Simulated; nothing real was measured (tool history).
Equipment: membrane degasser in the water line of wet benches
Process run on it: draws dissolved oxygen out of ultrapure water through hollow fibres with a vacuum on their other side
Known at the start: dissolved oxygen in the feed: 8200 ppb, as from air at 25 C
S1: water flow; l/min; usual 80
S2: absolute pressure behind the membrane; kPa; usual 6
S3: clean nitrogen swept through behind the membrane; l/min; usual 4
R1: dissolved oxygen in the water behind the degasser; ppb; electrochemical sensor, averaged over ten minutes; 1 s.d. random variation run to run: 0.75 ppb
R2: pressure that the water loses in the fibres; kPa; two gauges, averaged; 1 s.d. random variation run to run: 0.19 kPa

| run | hour | S1 | S2 | S3 | R1 | R2 |
|---|---|---|---|---|---|---|
| 1 | 0 | 80 | 6 | 4 | 128.9 | 59.22 |
| 2 | 325.4 | 80 | 6 | 4 | 128.9 | 59.27 |
| 3 | 539.6 | 80 | 6 | 4 | 128.8 | 59.87 |
| 4 | 845.6 | 80 | 6 | 4 | 129.1 | 60.02 |
| 5 | 1104.2 | 80 | 6 | 7.89 | 72.3 | 59.51 |
| 6 | 1352.4 | 80 | 6 | 4 | 130.9 | 59.84 |
| 7 | 1639.1 | 80 | 6 | 4 | 132.8 | 59.61 |
| 8 | 1949.4 | 80 | 6 | 4 | 131.8 | 59.73 |
| 9 | 2262.7 | 80 | 6 | 4 | 133.9 | 60.07 |
| 10 | 2617.4 | 80 | 6 | 5.46 | 103 | 60.31 |
| 11 | 2932.7 | 77 | 12.91 | 5.46 | 314.9 | 58.37 |
| 12 | 3267.8 | 77 | 7.82 | 2.53 | 302.8 | 58.19 |
| 13 | 3561.7 | 77 | 7.82 | 2.53 | 303.5 | 58.82 |
| 14 | 3815.8 | 87 | 5.51 | 8.57 | 69 | 66.24 |
| 15 | 4166.9 | 54 | 7.18 | 4 | 131.2 | 41.03 |
| 16 | 4472.6 | 54 | 9.95 | 8.57 | 106.7 | 41.41 |

Estimate the outcome of run 17 from the log above:
| 17 | 4669.5 | 54 | 9.95 | 8.57 | ? | ? |

{"run 17": {"R1": 107.4, "R2": 41.24}}
Without the tool's hidden state the same run would have given R1 102.1 ppb, R2 39.69 kPa.
